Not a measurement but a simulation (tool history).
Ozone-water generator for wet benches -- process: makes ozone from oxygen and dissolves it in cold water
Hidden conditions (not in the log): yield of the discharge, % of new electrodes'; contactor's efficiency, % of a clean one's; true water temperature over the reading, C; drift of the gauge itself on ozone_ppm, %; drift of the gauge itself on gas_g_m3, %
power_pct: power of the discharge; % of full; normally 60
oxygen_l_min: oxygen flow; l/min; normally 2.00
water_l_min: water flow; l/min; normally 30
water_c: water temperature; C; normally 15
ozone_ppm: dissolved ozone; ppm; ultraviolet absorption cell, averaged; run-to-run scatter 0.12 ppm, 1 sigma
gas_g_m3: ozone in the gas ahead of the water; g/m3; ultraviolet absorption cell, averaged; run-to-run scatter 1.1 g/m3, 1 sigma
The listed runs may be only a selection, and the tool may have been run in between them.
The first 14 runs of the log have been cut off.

run    hour  power_pct  oxygen_l_min  water_l_min  water_c  hours of work since the electrodes were changed  hours of work since the contactor was cleaned  hours of work since the thermometer was calibrated  ozone_ppm  gas_g_m3
 15   698.5         60          2.00           42       15                                             1207                                           5536                                                 682        6.6     200.5
 16   737.9         60          2.00           42       15                                             1232                                           5560                                                 706        6.6     199.6
 17   778.2         60          2.00           42       15                                             1256                                           5584                                                 731        6.5     199.5
 18   827.1         56          1.44           30       11                                             1286                                           5614                                                 761        7.7     211.6
 19   861.3         60          1.85           30       15                                             1307                                           5635                                                 782        8.8     206.4
 20   917.5         60          1.22           29        8                                             1342                                           5670                                                 816        7.4     234.3
 21   964.1         60          1.22           36        8                                             1370                                           5698                                                 845        5.8     236.4
 22  1019.3         72          1.22           36       18                                             1404                                           5732                                                 879        6.4     270.4
 23  1053.2         75          1.50           27       12                                             1425                                           5753                                                 899       10.3     261.0
 24  1103.5         74          2.51           30       15                                             1456                                           5784                                                 930       11.6     217.4
 25  1147.8         74          2.51           30       15                                             1483                                           5811                                                 957       11.9     218.2
 26  1210.6         91          2.00           30       15                                             1521                                           5850                                                 996       12.3     270.9
 27  1278.8         45          2.00           30       15                                             1563                                           5891                                                1038        7.7     164.1
 28  1329.1         45          2.00           30       15                                             1594                                           5922                                                1069        7.5     161.9
 29  1361.2         91          2.00           33        9                                             1614                                           5942                                                1088       11.3     270.2
 30  1406.8         91          1.98           33       12                                             1642                                           5970                                                1116       11.4     270.1
 31  1461.5         91          1.98           22       16                                             1675                                           6003                                                1150       16.4     271.4
 32  1534.7         80          3.24           39       18                                             1720                                           6048                                                1195       10.8     209.0

Branching from run 32: 3 alternative next runs. What would each branch give?
  A  1597.1         81          3.24           39       18                                             1758                                           6087                                                1233          ?         ?
  B  1597.1         80          3.24           40       18                                             1758                                           6087                                                1233          ?         ?
  C  1597.1         60          2.00           37       15                                             1758                                           6087                                                1233          ?         ?

run  ozone_ppm  gas_g_m3
  A       10.6     211.4
  B       10.5     209.6
  C        7.4     197.4
With the hidden condition removed and each run's random variation left untouched, the same runs would have given:
run  ozone_ppm  gas_g_m3
  A       11.6     220.3
  B       11.4     218.3
  C        8.0     204.0
